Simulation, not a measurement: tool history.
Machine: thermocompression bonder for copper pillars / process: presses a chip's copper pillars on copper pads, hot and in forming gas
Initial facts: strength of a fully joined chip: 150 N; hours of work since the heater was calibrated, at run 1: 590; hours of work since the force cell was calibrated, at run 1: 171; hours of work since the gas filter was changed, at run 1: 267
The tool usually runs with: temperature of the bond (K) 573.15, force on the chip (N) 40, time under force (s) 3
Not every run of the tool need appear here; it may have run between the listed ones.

run	hour	temperature of the bond (K)	force on the chip (N)	time under force (s)	hours of work since the heater was calibrated	hours of work since the force cell was calibrated	hours of work since the gas filter was changed	force that shears a chip off (N)
1	0.0	573.15	40	3	590	171	267	56.8
2	6.7	599.15	40	3	593	175	271	73.4
3	10.7	573.15	40	3	596	177	273	58.1
4	20.6	573.15	40	3	602	183	279	57.0
5	29.0	551.15	40	3	607	188	284	44.9
6	33.1	573.15	40	3	609	190	286	57.3
7	41.0	573.15	40	3	614	195	291	57.0
8	45.9	573.15	43	3	617	198	294	61.3
9	52.6	573.15	43	3	621	202	298	61.5
10	61.1	573.15	43	3	626	207	303	62.3
11	69.7	573.15	60	3	631	212	308	85.8
12	75.3	573.15	60	3	634	216	311	85.5
13	83.8	573.15	44	3	639	221	317	63.0
14	92.0	573.15	44	3	644	225	321	63.2

Run 15 comes next. What will it give?
15	100.1	573.15	44	3	649	230	326	?

force that shears a chip off (N): 63.2
Without the tool's hidden state the same run would have given force that shears a chip off (N) 63.1.
